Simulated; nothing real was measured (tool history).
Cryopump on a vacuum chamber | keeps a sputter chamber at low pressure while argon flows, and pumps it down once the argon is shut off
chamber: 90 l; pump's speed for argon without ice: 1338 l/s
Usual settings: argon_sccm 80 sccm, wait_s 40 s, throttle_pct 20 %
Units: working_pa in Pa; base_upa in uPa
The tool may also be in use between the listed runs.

| run | hour | argon_sccm | wait_s | throttle_pct | working_pa | base_upa |
|---|---|---|---|---|---|---|
| 1 | 0 | 80 | 40 | 20 | 0.5077 | 3.84 |
| 2 | 70.6 | 80 | 40 | 44 | 0.2377 | 3.79 |
| 3 | 115.1 | 158 | 40 | 20 | 1.012 | 4.01 |
| 4 | 152.9 | 80 | 105 | 20 | 0.5137 | 2.91 |
| 5 | 189.1 | 80 | 40 | 20 | 0.5138 | 4.08 |
| 6 | 236.3 | 80 | 40 | 20 | 0.5108 | 4.07 |
| 7 | 303 | 80 | 40 | 19 | 0.5396 | 4.17 |
| 8 | 367 | 80 | 40 | 19 | 0.5412 | 4.2 |
| 9 | 426.2 | 80 | 40 | 19 | 0.5446 | 4.26 |
| 10 | 470.6 | 80 | 40 | 20 | 0.5182 | 4.34 |
| 11 | 539.7 | 80 | 40 | 20 | 0.5185 | 4.4 |
| 12 | 611.1 | 80 | 40 | 20 | 0.5174 | 4.45 |
| 13 | 667.5 | 53 | 40 | 20 | 0.3441 | 4.52 |
| 14 | 710.8 | 53 | 40 | 20 | 0.3456 | 4.66 |
| 15 | 756 | 68 | 40 | 20 | 0.4446 | 4.64 |
| 16 | 811.2 | 68 | 40 | 20 | 0.4443 | 4.63 |
| 17 | 870.9 | 68 | 40 | 20 | 0.4455 | 4.81 |
| 18 | 908.5 | 68 | 40 | 20 | 0.4514 | 4.81 |
| 19 | 942.1 | 66 | 27 | 34 | 0.261 | 5.54 |
| 20 | 988.3 | 123 | 40 | 22 | 0.7384 | 4.97 |
| 21 | 1046.9 | 128 | 40 | 19 | 0.8867 | 5.02 |
| 22 | 1080.3 | 68 | 33 | 35 | 0.2627 | 5.52 |
| 23 | 1110.4 | 68 | 24 | 19 | 0.4711 | 6.08 |
| 24 | 1170.1 | 68 | 24 | 24 | 0.3804 | 6.38 |
| 25 | 1241.6 | 68 | 123 | 24 | 0.3798 | 4.16 |
|  | 1309.5 | leaking fittings of the chamber tightened, without venting |
| 26 | 1314.6 | 80 | 40 | 21 | 0.5051 | 1.96 |
| 27 | 1344.1 | 80 | 211 | 20 | 0.531 | 0.63 |
| 28 | 1403.1 | 119 | 211 | 26 | 0.6226 | 0.71 |
| 29 | 1469.3 | 119 | 211 | 26 | 0.6232 | 0.78 |
| 30 | 1520.9 | 119 | 211 | 26 | 0.6252 | 0.83 |
| 31 | 1568.2 | 119 | 211 | 26 | 0.6223 | 0.9 |
| 32 | 1605.9 | 80 | 40 | 42 | 0.2736 | 2.22 |
| 33 | 1637 | 115 | 40 | 41 | 0.4033 | 2.27 |

4 ways to go on from here, each from the tool as it stands after run 33. What would each give?
| A | 1688.6 | 60 | 40 | 41 | ? | ? |
| B | 1688.6 | 115 | 40 | 21 | ? | ? |
| C | 1688.6 | 154 | 229 | 45 | ? | ? |
| D | 1688.6 | 115 | 40 | 57 | ? | ? |

| run | working_pa | base_upa |
|---|---|---|
| A | 0.2109 | 2.31 |
| B | 0.7396 | 2.39 |
| C | 0.4966 | 1 |
| D | 0.3065 | 2.35 |
Without the tool's hidden state the same runs would have given:
| run | working_pa | base_upa |
|---|---|---|
| A | 0.1851 | 1.84 |
| B | 0.6901 | 1.91 |
| C | 0.4305 | 0.53 |
| D | 0.2566 | 1.87 |

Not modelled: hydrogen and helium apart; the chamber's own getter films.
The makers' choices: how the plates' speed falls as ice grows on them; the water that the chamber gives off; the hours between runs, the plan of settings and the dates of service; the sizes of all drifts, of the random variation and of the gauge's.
